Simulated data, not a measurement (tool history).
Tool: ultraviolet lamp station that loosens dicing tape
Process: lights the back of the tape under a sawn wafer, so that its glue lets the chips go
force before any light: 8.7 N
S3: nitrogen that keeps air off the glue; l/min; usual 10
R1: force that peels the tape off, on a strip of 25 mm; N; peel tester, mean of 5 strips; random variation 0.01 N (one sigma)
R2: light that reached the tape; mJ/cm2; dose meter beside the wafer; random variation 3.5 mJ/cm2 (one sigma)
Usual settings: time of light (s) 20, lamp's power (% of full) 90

{"run": 1, "day": 0.0, "time of light (s)": 20, "lamp's power (% of full)": 90, "S3": 10, "R1": 0.652, "R2": 482}
{"run": 2, "day": 2.592, "time of light (s)": 20, "lamp's power (% of full)": 90, "S3": 10, "R1": 0.658, "R2": 483}
{"run": 3, "day": 4.683, "time of light (s)": 20, "lamp's power (% of full)": 71, "S3": 10, "R1": 1.101, "R2": 379}
{"run": 4, "day": 6.217, "time of light (s)": 20, "lamp's power (% of full)": 71, "S3": 10, "R1": 1.18, "R2": 371}
{"run": 5, "day": 9.488, "time of light (s)": 20, "lamp's power (% of full)": 71, "S3": 10, "R1": 1.172, "R2": 368}
{"day": 10.129, "done": "window cleaned of glue's vapour"}
{"run": 6, "day": 12.817, "time of light (s)": 20, "lamp's power (% of full)": 71, "S3": 10, "R1": 0.886, "R2": 420}
{"run": 7, "day": 14.729, "time of light (s)": 23, "lamp's power (% of full)": 90, "S3": 10, "R1": 0.403, "R2": 603}
{"run": 8, "day": 17.225, "time of light (s)": 20, "lamp's power (% of full)": 90, "S3": 10, "R1": 0.571, "R2": 517}
{"run": 9, "day": 18.688, "time of light (s)": 20, "lamp's power (% of full)": 90, "S3": 10, "R1": 0.608, "R2": 514}
{"run": 10, "day": 21.358, "time of light (s)": 20, "lamp's power (% of full)": 90, "S3": 10, "R1": 0.603, "R2": 512}
{"run": 11, "day": 24.292, "time of light (s)": 20, "lamp's power (% of full)": 90, "S3": 5, "R1": 1.043, "R2": 503}
{"run": 12, "day": 27.317, "time of light (s)": 17, "lamp's power (% of full)": 90, "S3": 10, "R1": 0.884, "R2": 423}
{"run": 13, "day": 30.325, "time of light (s)": 17, "lamp's power (% of full)": 90, "S3": 10, "R1": 0.92, "R2": 413}
{"run": 14, "day": 32.767, "time of light (s)": 10, "lamp's power (% of full)": 70, "S3": 6, "R1": 3.698, "R2": 184}
{"run": 15, "day": 35.075, "time of light (s)": 20, "lamp's power (% of full)": 96, "S3": 4, "R1": 1.238, "R2": 513}
{"run": 16, "day": 37.6, "time of light (s)": 27, "lamp's power (% of full)": 96, "S3": 4, "R1": 0.692, "R2": 684}
{"run": 17, "day": 39.171, "time of light (s)": 20, "lamp's power (% of full)": 93, "S3": 6, "R1": 0.977, "R2": 483}
{"run": 18, "day": 40.642, "time of light (s)": 18, "lamp's power (% of full)": 77, "S3": 6, "R1": 1.668, "R2": 355}
{"run": 19, "day": 44.229, "time of light (s)": 18, "lamp's power (% of full)": 77, "S3": 6, "R1": 1.737, "R2": 347}
{"run": 20, "day": 46.658, "time of light (s)": 20, "lamp's power (% of full)": 90, "S3": 4, "R1": 1.47, "R2": 453}
{"run": 21, "day": 49.071, "time of light (s)": 20, "lamp's power (% of full)": 90, "S3": 18, "R1": 0.532, "R2": 444}
{"run": 22, "day": 52.454, "time of light (s)": 26, "lamp's power (% of full)": 92, "S3": 20, "R1": 0.3, "R2": 590}
{"run": 23, "day": 54.788, "time of light (s)": 22, "lamp's power (% of full)": 90, "S3": 4, "R1": 1.371, "R2": 478}
{"run": 24, "day": 57.383, "time of light (s)": 36, "lamp's power (% of full)": 100, "S3": 10, "R1": 0.22, "R2": 858}
{"run": 25, "day": 60.671, "time of light (s)": 11, "lamp's power (% of full)": 90, "S3": 18, "R1": 1.845, "R2": 231}

Forecast each of these 4 alternatives for the next run:
{"day": 60.992, "done": "window cleaned of glue's vapour"}
{"run": "A", "day": 63.6, "time of light (s)": 20, "lamp's power (% of full)": 80, "S3": 10, "R1": "?", "R2": "?"}
{"day": 60.992, "done": "window cleaned of glue's vapour"}
{"run": "B", "day": 63.6, "time of light (s)": 16, "lamp's power (% of full)": 90, "S3": 17, "R1": "?", "R2": "?"}
{"day": 60.992, "done": "window cleaned of glue's vapour"}
{"run": "C", "day": 63.6, "time of light (s)": 11, "lamp's power (% of full)": 97, "S3": 18, "R1": "?", "R2": "?"}
{"day": 60.992, "done": "window cleaned of glue's vapour"}
{"run": "D", "day": 63.6, "time of light (s)": 16, "lamp's power (% of full)": 81, "S3": 10, "R1": "?", "R2": "?"}

run=A R1=0.853 R2=431
run=B R1=0.757 R2=391
run=C R1=1.3 R2=291
run=D R1=1.322 R2=351
Without the tool's hidden state the same runs would have given:
run=A R1=0.574 R2=520
run=B R1=0.505 R2=471
run=C R1=0.916 R2=350
run=D R1=0.927 R2=424
